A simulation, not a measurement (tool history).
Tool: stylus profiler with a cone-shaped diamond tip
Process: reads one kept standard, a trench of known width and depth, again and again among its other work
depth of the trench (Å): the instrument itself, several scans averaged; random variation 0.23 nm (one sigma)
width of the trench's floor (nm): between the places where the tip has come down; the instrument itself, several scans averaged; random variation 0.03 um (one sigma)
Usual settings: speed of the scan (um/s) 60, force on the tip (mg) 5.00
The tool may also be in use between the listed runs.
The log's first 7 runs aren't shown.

run,day,speed of the scan (um/s),force on the tip (mg),depth of the trench (Å),width of the trench's floor (nm)
8,11.950,60,5.00,10270.4,23600
9,13.233,60,5.00,10270.5,23640
10,15.262,60,5.00,10269.8,23630
11,16.888,60,5.00,10275.5,23550
12,18.138,60,5.00,10273.0,23580
13,20.488,60,5.00,10273.9,23560
14,22.746,60,11.08,10457.6,23630
15,25.258,60,3.38,10219.2,23480
16,26.342,60,3.98,10240.3,23500
17,27.792,60,3.98,10238.6,23490
18,28.829,60,3.98,10238.3,23410
19,31.346,17,5.00,10277.0,23660
20,32.621,68,5.64,10302.9,23420
21,34.146,68,5.64,10298.6,23380
22,35.504,126,5.73,10305.0,23190
23,36.696,126,5.73,10303.6,23120
24,39.042,28,5.73,10305.9,23580
25,40.267,125,2.96,10205.8,22960
26,42.108,56,8.28,10387.9,23460
27,43.154,207,2.57,10184.6,22430
28,45.104,83,3.99,10245.2,23240
29,46.588,83,3.99,10244.9,23180
30,49.012,37,4.55,10264.6,23380
31,51.238,37,4.55,10266.6,23400
32,53.500,37,7.39,10366.2,23390

Run 33 comes next. What will it give?
33,54.992,64,2.71,?,?

depth of the trench (Å): 10197.1
width of the trench's floor (nm): 23150
Without the tool's hidden state the same run would have given depth of the trench (Å) 10173.2, width of the trench's floor (nm) 23650.
